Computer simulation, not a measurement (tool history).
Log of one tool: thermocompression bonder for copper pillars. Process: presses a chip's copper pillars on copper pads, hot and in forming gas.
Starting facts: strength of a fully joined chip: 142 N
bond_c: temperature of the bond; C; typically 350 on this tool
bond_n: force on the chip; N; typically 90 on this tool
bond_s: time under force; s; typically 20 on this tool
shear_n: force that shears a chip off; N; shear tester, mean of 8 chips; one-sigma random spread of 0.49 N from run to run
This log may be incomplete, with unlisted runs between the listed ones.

| run | hour | bond_c | bond_n | bond_s | shear_n |
|---|---|---|---|---|---|
| 1 | 0 | 350 | 90 | 20 | 82.7 |
| 2 | 7 | 350 | 90 | 20 | 82.8 |
| 3 | 13.4 | 350 | 90 | 20 | 82 |
| 4 | 18.6 | 350 | 90 | 20 | 82.3 |
| 5 | 25.8 | 350 | 90 | 20 | 82.2 |
| 6 | 34.5 | 350 | 90 | 20 | 82.1 |
| 7 | 43.6 | 350 | 90 | 20 | 83 |
| 8 | 47.6 | 350 | 90 | 20 | 81.8 |
| 9 | 56.3 | 366 | 90 | 20 | 94.8 |
| 10 | 64.1 | 321 | 90 | 20 | 59.3 |
| 11 | 73.4 | 379 | 90 | 20 | 104 |
| 12 | 78.1 | 379 | 90 | 49 | 123.1 |
| 13 | 85.9 | 379 | 90 | 49 | 122.5 |
| 14 | 91.6 | 379 | 90 | 49 | 122.3 |
| 15 | 97.3 | 350 | 90 | 18 | 78.6 |
| 16 | 107.2 | 350 | 90 | 18 | 79.6 |
|  | 109.3 | force cell calibrated |
| 17 | 115.1 | 350 | 90 | 18 | 79.3 |
| 18 | 120.4 | 359 | 90 | 20 | 87.9 |
| 19 | 130.1 | 359 | 90 | 20 | 90.1 |
| 20 | 136.2 | 359 | 90 | 20 | 89.5 |
| 21 | 143.7 | 359 | 90 | 20 | 88.5 |
|  | 147.6 | force cell calibrated, once more |
| 22 | 154.9 | 359 | 90 | 20 | 89.2 |
| 23 | 160.6 | 329 | 109 | 21 | 74.2 |
| 24 | 170.6 | 329 | 133 | 21 | 82.1 |
| 25 | 180.5 | 329 | 133 | 21 | 81.6 |
| 26 | 185.4 | 350 | 67 | 20 | 69.7 |
| 27 | 193.8 | 323 | 84 | 46 | 78 |
| 28 | 201 | 323 | 84 | 46 | 77.3 |
| 29 | 210.1 | 324 | 122 | 45 | 93.5 |
| 30 | 219.2 | 332 | 90 | 47 | 87.8 |
| 31 | 225.1 | 350 | 82 | 17 | 73.3 |
| 32 | 229.4 | 350 | 82 | 17 | 73.7 |
| 33 | 234.4 | 350 | 130 | 47 | 116.1 |
| 34 | 239.9 | 350 | 130 | 47 | 115.8 |
| 35 | 247.9 | 359 | 93 | 25 | 94.8 |
| 36 | 254.8 | 336 | 77 | 53 | 87.8 |
| 37 | 260.1 | 351 | 124 | 13 | 84.6 |
| 38 | 267.8 | 340 | 61 | 43 | 76.6 |
| 39 | 273.8 | 340 | 61 | 43 | 75.2 |
| 40 | 281.1 | 379 | 61 | 43 | 105.5 |
| 41 | 289 | 367 | 61 | 43 | 97 |

Per-run results on a tool with no hidden state, each run keeping its own random variation:
The hidden state here: true temperature of the bond over the reading, C; force that reaches the chip, % of what is set; oxide that the forming gas leaves, % of the face; drift of the gauge itself on shear_n, %.
| run | shear_n |
|---|---|
| 1 | 73.5 |
| 2 | 73.7 |
| 3 | 73 |
| 4 | 73.2 |
| 5 | 73.1 |
| 6 | 73.1 |
| 7 | 73.9 |
| 8 | 72.7 |
| 9 | 86.2 |
| 10 | 50.7 |
| 11 | 96.3 |
| 12 | 118 |
| 13 | 117.5 |
| 14 | 117.4 |
| 15 | 69.8 |
| 16 | 70.6 |
| 17 | 70.2 |
| 18 | 79.1 |
| 19 | 81.2 |
| 20 | 80.6 |
| 21 | 79.7 |
| 22 | 80.9 |
| 23 | 65.1 |
| 24 | 72.8 |
| 25 | 72.3 |
| 26 | 61.5 |
| 27 | 68.5 |
| 28 | 68 |
| 29 | 84.3 |
| 30 | 78.7 |
| 31 | 65 |
| 32 | 65.3 |
| 33 | 110.6 |
| 34 | 110.4 |
| 35 | 87.1 |
| 36 | 78.9 |
| 37 | 76.2 |
| 38 | 67.9 |
| 39 | 66.6 |
| 40 | 99.5 |
| 41 | 89.9 |
